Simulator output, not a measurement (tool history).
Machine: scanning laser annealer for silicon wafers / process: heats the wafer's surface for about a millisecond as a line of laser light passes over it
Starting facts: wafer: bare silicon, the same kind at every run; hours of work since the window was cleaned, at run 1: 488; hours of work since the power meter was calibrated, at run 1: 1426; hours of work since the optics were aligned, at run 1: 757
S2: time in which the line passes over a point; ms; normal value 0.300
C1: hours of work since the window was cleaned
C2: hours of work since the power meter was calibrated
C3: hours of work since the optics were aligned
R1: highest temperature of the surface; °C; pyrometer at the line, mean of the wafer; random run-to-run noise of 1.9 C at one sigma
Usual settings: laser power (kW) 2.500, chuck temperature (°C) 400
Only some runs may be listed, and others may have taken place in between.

{"run": 1, "hour": 0.0, "laser power (kW)": 2.5, "S2": 0.3, "chuck temperature (°C)": 400, "C1": 488, "C2": 1426, "C3": 757, "R1": 1125}
{"run": 2, "hour": 57.1, "laser power (kW)": 2.5, "S2": 0.3, "chuck temperature (°C)": 400, "C1": 526, "C2": 1464, "C3": 795, "R1": 1120}
{"run": 3, "hour": 127.5, "laser power (kW)": 2.5, "S2": 0.3, "chuck temperature (°C)": 400, "C1": 573, "C2": 1511, "C3": 842, "R1": 1119}
{"run": 4, "hour": 198.3, "laser power (kW)": 2.5, "S2": 0.3, "chuck temperature (°C)": 400, "C1": 620, "C2": 1558, "C3": 889, "R1": 1115}
{"run": 5, "hour": 232.8, "laser power (kW)": 2.5, "S2": 0.3, "chuck temperature (°C)": 400, "C1": 643, "C2": 1581, "C3": 912, "R1": 1112}
{"run": 6, "hour": 287.3, "laser power (kW)": 2.5, "S2": 0.3, "chuck temperature (°C)": 400, "C1": 680, "C2": 1618, "C3": 949, "R1": 1104}
{"hour": 341.2, "done": "window over the wafer cleaned"}
{"run": 7, "hour": 350.2, "laser power (kW)": 2.5, "S2": 0.3, "chuck temperature (°C)": 400, "C1": 6, "C2": 1658, "C3": 989, "R1": 1151}
{"run": 8, "hour": 399.3, "laser power (kW)": 2.5, "S2": 0.301, "chuck temperature (°C)": 393, "C1": 39, "C2": 1691, "C3": 1022, "R1": 1149}
{"run": 9, "hour": 475.2, "laser power (kW)": 2.3, "S2": 0.301, "chuck temperature (°C)": 393, "C1": 89, "C2": 1742, "C3": 1072, "R1": 1067}
{"run": 10, "hour": 539.4, "laser power (kW)": 2.578, "S2": 0.27, "chuck temperature (°C)": 400, "C1": 132, "C2": 1785, "C3": 1115, "R1": 1130}
{"run": 11, "hour": 590.8, "laser power (kW)": 2.578, "S2": 0.275, "chuck temperature (°C)": 400, "C1": 166, "C2": 1819, "C3": 1150, "R1": 1141}
{"run": 12, "hour": 666.5, "laser power (kW)": 2.578, "S2": 0.275, "chuck temperature (°C)": 400, "C1": 217, "C2": 1869, "C3": 1200, "R1": 1133}
{"run": 13, "hour": 739.9, "laser power (kW)": 2.686, "S2": 0.287, "chuck temperature (°C)": 400, "C1": 266, "C2": 1918, "C3": 1249, "R1": 1187}

Consider 4 possible next runs. They are alternatives, not a sequence: every one starts from the tool as it was left by run 13. What does each give?
{"run": "A", "hour": 784.4, "laser power (kW)": 2.5, "S2": 0.258, "chuck temperature (°C)": 411, "C1": 296, "C2": 1948, "C3": 1279, "R1": "?"}
{"run": "B", "hour": 784.4, "laser power (kW)": 2.479, "S2": 0.286, "chuck temperature (°C)": 400, "C1": 296, "C2": 1948, "C3": 1279, "R1": "?"}
{"run": "C", "hour": 784.4, "laser power (kW)": 2.221, "S2": 0.292, "chuck temperature (°C)": 423, "C1": 296, "C2": 1948, "C3": 1279, "R1": "?"}
{"run": "D", "hour": 784.4, "laser power (kW)": 2.366, "S2": 0.262, "chuck temperature (°C)": 400, "C1": 296, "C2": 1948, "C3": 1279, "R1": "?"}

run=A R1=1084
run=B R1=1108
run=C R1=1040
run=D R1=1031
What these runs would have given with no unlogged condition in the tool:
run=A R1=1121
run=B R1=1147
run=C R1=1075
run=D R1=1067
